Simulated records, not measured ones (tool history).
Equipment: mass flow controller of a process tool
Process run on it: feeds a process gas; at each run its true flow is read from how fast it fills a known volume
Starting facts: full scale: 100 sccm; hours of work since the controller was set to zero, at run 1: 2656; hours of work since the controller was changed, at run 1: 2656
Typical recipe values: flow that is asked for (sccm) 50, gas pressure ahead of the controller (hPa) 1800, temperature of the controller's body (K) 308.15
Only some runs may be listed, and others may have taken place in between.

| run | day | flow that is asked for (sccm) | gas pressure ahead of the controller (hPa) | temperature of the controller's body (K) | hours of work since the controller was set to zero | hours of work since the controller was changed | true flow (%) |
|---|---|---|---|---|---|---|---|
| 1 | 0.000 | 50 | 1800 | 308.15 | 2656 | 2656 | 97.78 |
| 2 | 7.438 | 50 | 1800 | 308.15 | 2730 | 2730 | 97.83 |
| 3 | 15.746 | 50 | 1800 | 308.15 | 2814 | 2814 | 97.89 |
| 4 | 22.454 | 50 | 1800 | 308.15 | 2881 | 2881 | 98.09 |
| 5 | 27.408 | 50 | 1800 | 304.15 | 2931 | 2931 | 98.43 |
| 6 | 34.979 | 50 | 1800 | 304.15 | 3007 | 3007 | 98.41 |
| 7 | 39.521 | 50 | 1800 | 304.15 | 3052 | 3052 | 98.40 |
| 8 | 48.967 | 50 | 1800 | 304.15 | 3147 | 3147 | 98.64 |
| 9 | 53.288 | 50 | 1800 | 304.15 | 3190 | 3190 | 98.53 |
| 10 | 59.883 | 50 | 1800 | 304.15 | 3257 | 3257 | 98.80 |
| 11 | 70.250 | 18 | 2750 | 295.15 | 3361 | 3361 | 99.60 |
| 12 | 79.146 | 14 | 1610 | 308.15 | 3450 | 3450 | 97.48 |
| 13 | 86.183 | 50 | 1800 | 296.15 | 3520 | 3520 | 99.67 |
| 14 | 96.579 | 50 | 1800 | 296.15 | 3625 | 3625 | 99.76 |
| 15 | 106.162 | 50 | 1800 | 296.15 | 3721 | 3721 | 99.91 |
| 16 | 115.696 | 91 | 2310 | 298.15 | 3816 | 3816 | 101.13 |
| 17 | 125.975 | 91 | 2310 | 298.15 | 3920 | 3920 | 101.07 |
| 18 | 134.696 | 17 | 2310 | 298.15 | 4007 | 4007 | 99.47 |
| 19 | 144.192 | 15 | 1430 | 299.15 | 4102 | 4102 | 98.83 |
| 20 | 149.167 | 24 | 1800 | 308.15 | 4152 | 4152 | 98.45 |

Below are 3 alternative next runs, each starting from the tool's condition after run 20. Predict each:
| A | 153.983 | 66 | 2120 | 308.15 | 4201 | 4201 | ? |
| B | 153.983 | 76 | 1610 | 308.15 | 4201 | 4201 | ? |
| C | 153.983 | 35 | 1750 | 300.15 | 4201 | 4201 | ? |

| run | true flow (%) |
|---|---|
| A | 99.65 |
| B | 99.62 |
| C | 99.47 |
With the hidden condition removed and each run's random variation left untouched, the same runs would have given:
| run | true flow (%) |
|---|---|
| A | 98.34 |
| B | 98.32 |
| C | 98.16 |
